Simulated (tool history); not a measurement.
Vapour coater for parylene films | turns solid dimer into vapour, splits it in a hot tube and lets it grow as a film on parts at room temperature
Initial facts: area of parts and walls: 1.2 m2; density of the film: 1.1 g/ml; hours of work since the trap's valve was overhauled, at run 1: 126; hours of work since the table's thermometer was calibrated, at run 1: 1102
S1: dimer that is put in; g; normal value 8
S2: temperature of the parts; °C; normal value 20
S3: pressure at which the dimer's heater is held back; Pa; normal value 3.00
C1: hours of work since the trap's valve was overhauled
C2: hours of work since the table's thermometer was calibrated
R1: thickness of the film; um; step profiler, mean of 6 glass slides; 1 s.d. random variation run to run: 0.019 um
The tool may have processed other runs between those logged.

run    hour  S1  S2    S3   C1    C2    R1
  1     0.0   8  20  3.00  126  1102  4.52
  2    46.1   8  13  3.00  161  1138  5.94
       79.6  -- table's thermometer calibrated
  3    79.6   8  13  3.00  186     0  5.92
  4   108.8   8  13  3.00  208    22  5.87
  5   142.7   8  13  3.00  234    48  5.92
      151.8  -- trap's valve overhauled
  6   197.7   8  13  3.00   35    87  5.92
  7   255.0   3  20  3.00   79   131  1.69
  8   312.7   3  20  3.00  123   174  1.68
  9   355.4   3  20  3.00  155   207  1.67
 10   409.6   8  20  3.00  196   248  4.50
 11   445.0   8  20  3.00  223   275  4.49
      467.7  -- trap's valve overhauled
 12   516.8   8  20  3.00   37   327  4.50
 13   564.1   8  25  3.00   73   363  3.59
 14   630.0   8  20  6.18  124   413  4.07
 15   679.3   8  20  6.18  161   451  4.05
 16   719.9   8  20  6.18  192   482  4.06
      783.9  -- trap's valve overhauled
 17   792.9   8  20  6.18    7   534  4.05
 18   843.9   8  20  6.18   46   573  4.03
 19   908.7   8  20  6.18   95   622  4.04
 20   938.6   8  20  3.00  118   645  4.42
 21   975.4   8  20  3.00  146   673  4.42
 22  1040.1   8  18  3.00  195   722  4.85
     1070.7  -- gauge calibrated
 23  1085.3   9  18  3.00  230   757  5.56
     1101.0  -- trap's valve overhauled
 24  1125.0   5  16  3.82   18   784  3.25
 25  1163.9   5  16  3.82   48   814  3.26
 26  1221.1   8  19  3.00   91   857  4.68

What will run 27 give?
 27  1261.9   8  19  3.00  122  888   ?

{"run 27": {"R1": 4.72}}
Minus the tool's unlogged condition, the same run would have read R1 4.74 um.
